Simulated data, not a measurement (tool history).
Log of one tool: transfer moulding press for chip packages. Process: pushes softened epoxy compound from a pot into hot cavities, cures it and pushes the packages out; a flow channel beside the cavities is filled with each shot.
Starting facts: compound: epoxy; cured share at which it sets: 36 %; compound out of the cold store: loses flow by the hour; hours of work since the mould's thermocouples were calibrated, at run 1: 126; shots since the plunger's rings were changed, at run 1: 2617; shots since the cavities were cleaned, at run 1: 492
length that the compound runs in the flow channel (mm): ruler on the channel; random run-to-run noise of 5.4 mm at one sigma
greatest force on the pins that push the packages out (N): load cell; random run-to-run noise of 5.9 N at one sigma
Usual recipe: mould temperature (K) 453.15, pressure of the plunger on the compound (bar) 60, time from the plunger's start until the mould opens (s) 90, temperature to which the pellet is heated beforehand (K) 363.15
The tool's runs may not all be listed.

run    day  mould temperature (K)  pressure of the plunger on the compound (bar)  time from the plunger's start until the mould opens (s)  temperature to which the pellet is heated beforehand (K)  hours of work since the mould's thermocouples were calibrated  shots since the plunger's rings were changed  shots since the cavities were cleaned  incoming compound's hours out of the cold store  length that the compound runs in the flow channel (mm)  greatest force on the pins that push the packages out (N)
  1      0                 453.15                                             60                                                       90                                                    363.15                                                            126                                          2617                                    492                                             35.2                                                     541                                                        293
  2  0.433                 453.15                                             60                                                       90                                                    363.15                                                            132                                          2748                                    623                                             38.6                                                     540                                                        336
     0.729  -- cavities cleaned with cleaning compound and waxed
  3  0.942                 453.15                                             60                                                       90                                                    363.15                                                            140                                          2884                                     65                                             45.9                                                     526                                                        240
  4  1.242                 453.15                                             60                                                       90                                                    363.15                                                            145                                          2976                                    157                                             43.6                                                     528                                                        256
  5  1.517                 453.15                                             60                                                      102                                                    363.15                                                            149                                          3059                                    240                                             17.5                                                     567                                                        227
     1.729  -- plunger's sealing rings changed
  6  2.079                 447.15                                             60                                                       78                                                    363.15                                                            156                                           106                                    379                                               43                                                     576                                                        609
  7  2.412                 453.15                                             60                                                       72                                                    363.15                                                            162                                           207                                    480                                             13.8                                                     614                                                        523
     2.542  -- mould's thermocouples calibrated
  8  2.721                 453.15                                             60                                                       96                                                    363.15                                                              3                                           275                                    548                                             34.3                                                     581                                                        292
  9  3.154                 453.15                                           58.3                                                      109                                                    363.15                                                             10                                           407                                    680                                             16.2                                                     601                                                        270
     3.262  -- cavities cleaned with cleaning compound and waxed
     3.588  -- mould's thermocouples calibrated, once more
 10  3.696                 450.15                                           73.7                                                       76                                                    357.15                                                              2                                           527                                    106                                             22.4                                                     668                                                        442

3 ways to go on from here, each from the tool as it stands after run 10. What would each give?
  A  4.075                 456.15                                           73.7                                                       76                                                    357.15                                                              8                                           642                                    221                                             32.9                                                       ?                                                          ?
  B  4.075                 450.15                                           69.9                                                       76                                                    357.15                                                              8                                           642                                    221                                               13                                                       ?                                                          ?
  C  4.075                 453.15                                             60                                                      112                                                    357.15                                                              8                                           642                                    221                                             10.1                                                       ?                                                          ?

run  length that the compound runs in the flow channel (mm)  greatest force on the pins that push the packages out (N)
  A                                                     621                                                        289
  B                                                     673                                                        502
  C                                                     611                                                        215
Without the tool's hidden state the same runs would have given:
run  length that the compound runs in the flow channel (mm)  greatest force on the pins that push the packages out (N)
  A                                                     629                                                        240
  B                                                     682                                                        420
  C                                                     619                                                        178
